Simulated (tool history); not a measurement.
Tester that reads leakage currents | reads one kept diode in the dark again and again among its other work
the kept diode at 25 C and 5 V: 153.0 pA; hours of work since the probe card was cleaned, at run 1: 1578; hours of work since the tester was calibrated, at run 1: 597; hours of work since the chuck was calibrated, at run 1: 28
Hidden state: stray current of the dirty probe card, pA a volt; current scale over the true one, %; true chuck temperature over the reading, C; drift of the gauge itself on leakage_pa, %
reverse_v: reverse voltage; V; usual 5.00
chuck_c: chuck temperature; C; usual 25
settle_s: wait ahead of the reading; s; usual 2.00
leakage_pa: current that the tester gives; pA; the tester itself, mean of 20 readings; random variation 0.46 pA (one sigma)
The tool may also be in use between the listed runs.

run    hour  reverse_v  chuck_c  settle_s  hours of work since the probe card was cleaned  hours of work since the tester was calibrated  hours of work since the chuck was calibrated  leakage_pa
  1     0.0       5.00       25      2.00                                            1578                                            597                                            28      160.71
  2    40.3       5.00       25      2.00                                            1603                                            621                                            52      162.59
  3    71.9       5.00       25      2.00                                            1622                                            640                                            71      162.70
  4   112.7       5.00       25      2.00                                            1646                                            665                                            96      163.53
  5   145.0       5.00       25      2.00                                            1666                                            685                                           116      163.76
  6   168.1       5.00       25      1.66                                            1680                                            699                                           130      164.65
  7   190.2       5.00       25      1.66                                            1693                                            712                                           143      165.40
  8   215.9       5.00       25      1.66                                            1709                                            728                                           159      165.99
  9   263.6       5.00       25      1.66                                            1738                                            756                                           187      166.61
 10   299.5       5.00       25      1.66                                            1759                                            778                                           209      167.80
 11   345.4       5.00       25      1.66                                            1787                                            806                                           237      167.73
 12   380.2       5.00       25      1.66                                            1808                                            827                                           258      168.37
 13   432.1       5.00       25      1.66                                            1840                                            858                                           289      169.51
 14   458.7       5.00       25      4.66                                            1856                                            875                                           306      169.57
 15   507.9       5.00       25      1.27                                            1886                                            904                                           335      171.52
 16   547.5       5.00       25      1.27                                            1909                                            928                                           359      172.88
 17   581.9       5.00       25      1.27                                            1930                                            949                                           380      172.50
      593.8  -- probe card cleaned and baked
 18   631.0       5.00       25      1.27                                              22                                            977                                           408      179.29
 19   665.8       5.00       25      2.00                                              44                                            998                                           429      179.98
 20   689.2      19.93       25      2.00                                              58                                           1012                                           443      369.66
 21   714.6      19.93       25      2.00                                              73                                           1028                                           459      371.37
 22   741.0      14.77       25      0.95                                              89                                           1044                                           475      315.64
 23   768.2       7.73       27      6.16                                             106                                           1060                                           491      265.62
 24   808.7       3.66       21      2.00                                             130                                           1084                                           515      111.83
      829.0  -- probe card cleaned and baked, once more
 25   850.3       5.00       52      0.40                                              13                                           1108                                           539     1685.31
 26   871.8       9.44       29      3.78                                              26                                           1121                                           552      320.60
 27   918.1       9.44       29      3.78                                              54                                           1149                                           580      321.91
 28   939.6       9.44       22      3.78                                              67                                           1162                                           593      169.06
 29   980.7       4.92       25      3.60                                              92                                           1187                                           618      168.13
 30  1015.8       2.10       25      3.60                                             113                                           1208                                           639      115.62
 31  1059.1       2.43       25      1.89                                             139                                           1234                                           665      123.80
 32  1090.8       6.21       24      2.55                                             158                                           1253                                           684      172.29
 33  1113.1       6.21       24      2.55                                             172                                           1267                                           698      172.82
 34  1151.5       6.21       24      2.55                                             195                                           1290                                           721      172.77
 35  1184.5       5.00       57      2.00                                             215                                           1310                                           741     2536.43
 36  1206.5      10.19       25      2.00                                             228                                           1323                                           754      239.87
 37  1232.4      10.19       25      2.00                                             244                                           1339                                           770      242.09
 38  1256.6      10.19       25      2.00                                             259                                           1354                                           785      242.03
 39  1288.9       1.62       33      2.00                                             278                                           1373                                           804      219.12

4 ways to go on from here, each from the tool as it stands after run 39. What would each give?
  A  1317.5       2.68       43      0.46                                             296                                           1391                                           822           ?
  B  1317.5      16.23       39      2.00                                             296                                           1391                                           822           ?
  C  1317.5      12.50       33      0.42                                             296                                           1391                                           822           ?
  D  1317.5       5.21       25      2.00                                             296                                           1391                                           822           ?

run  leakage_pa
  A      644.24
  B     1028.53
  C      547.89
  D      179.43
Without the tool's hidden state the same runs would have given:
run  leakage_pa
  A      572.30
  B      907.40
  C      480.30
  D      155.77
